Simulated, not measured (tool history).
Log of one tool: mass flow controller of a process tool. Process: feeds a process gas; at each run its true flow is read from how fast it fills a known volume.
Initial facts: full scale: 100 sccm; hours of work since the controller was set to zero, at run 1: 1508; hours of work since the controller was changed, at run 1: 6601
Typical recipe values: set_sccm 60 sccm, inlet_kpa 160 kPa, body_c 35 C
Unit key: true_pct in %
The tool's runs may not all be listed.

run      day  set_sccm  inlet_kpa  body_c  hours of work since the controller was set to zero  hours of work since the controller was changed  true_pct
  1    0.000        60        160      35                                                1508                                            6601    100.58
  2    4.858        60        160      35                                                1592                                            6685    100.52
  3   13.512        60        160      35                                                1741                                            6835    100.41
  4   18.175        60        160      35                                                1822                                            6915    100.34
  5   26.858        60        157      35                                                1971                                            7065    100.16
  6   35.638        60        157      35                                                2123                                            7216    100.17
  7   40.971        60        160      35                                                2215                                            7308    100.04
  8   50.629        60        160      35                                                2382                                            7475    100.14
  9   57.483        60        145      35                                                2500                                            7593    100.02
 10   66.412        60        160      35                                                2654                                            7747     99.96
 11   71.325        60        160      35                                                2739                                            7832     99.84
 12   75.779        60        160      35                                                2816                                            7909     99.86
 13   85.488        60        160      35                                                2983                                            8077     99.67
 14   94.125        60        160      35                                                3132                                            8226     99.74
 15  100.658        60        160      35                                                3245                                            8338     99.64
 16  108.612        60        160      35                                                3382                                            8476     99.56
 17  115.308        60        160      35                                                3498                                            8591     99.41
 18  121.225        60        160      35                                                3600                                            8693     99.48
 19  128.575        17        160      35                                                3727                                            8820     98.91
 20  136.546        36        167      23                                                3864                                            8958     98.08
 21  144.704        65        160      35                                                4005                                            9098     99.26
 22  151.754        91        191      35                                                4127                                            9220     99.36
 23  159.225        91        191      35                                                4256                                            9349     99.35
 24  168.892        91        191      35                                                4422                                            9516     99.22
 25  173.133        41        144      22                                                4496                                            9589     97.83
 26  179.488        11        146      35                                                4605                                            9699     98.51
 27  186.354        96        245      38                                                4724                                            9817     99.34
 28  196.083        96        245      38                                                4892                                            9985     99.12
 29  204.954        60        141      20                                                5045                                           10138     97.39
     207.667  -- controller's zero set anew
 30  209.225        60        170      28                                                  27                                           10212     98.08
     214.917  -- gauge calibrated
 31  215.612        60        273      28                                                 137                                           10322     99.73
 32  224.550        60        273      28                                                 291                                           10476     99.64
 33  231.838        60        209      33                                                 417                                           10602    100.06
 34  237.971        57        186      23                                                 523                                           10708     99.15
 35  243.462        57        186      23                                                 618                                           10802     99.24
 36  252.733        94        147      37                                                 778                                           10962    100.69
 37  256.804        17        250      38                                                 848                                           11033     99.95

Some steps in true_pct, run to run, broken into two amounts with sign: the step expected even without the hidden condition (settings, incoming material, random variation), and the rest, left for the hidden condition together with whatever gauge scatter is not in both the measured and the hidden-condition-free result:
The tool's hidden condition here consists of: flow at rest that the sensor doesn't see, % of full scale; true flow over the shown one, %; drift of the gauge itself on true_pct, %.
Run 7 -> 8: nothing adjusted, nothing logged. true_pct +0.10 %: hidden state -0.09, all else +0.19.
Run 9 -> 10: inlet_kpa 145 -> 160. true_pct -0.06 %: hidden state -0.09, all else +0.03.
Run 28 -> 29: set_sccm 96 -> 60, inlet_kpa 245 -> 141, body_c 38 -> 20. true_pct -1.73 %: hidden state -0.05, all else -1.68.
Run 30 -> 31: inlet_kpa 170 -> 273, gauge calibrated. true_pct +1.65 %: hidden state +1.88, all else -0.23.
Run 35 -> 36: set_sccm 57 -> 94, inlet_kpa 186 -> 147, body_c 23 -> 37. true_pct +1.45 %: hidden state -0.08, all else +1.53.

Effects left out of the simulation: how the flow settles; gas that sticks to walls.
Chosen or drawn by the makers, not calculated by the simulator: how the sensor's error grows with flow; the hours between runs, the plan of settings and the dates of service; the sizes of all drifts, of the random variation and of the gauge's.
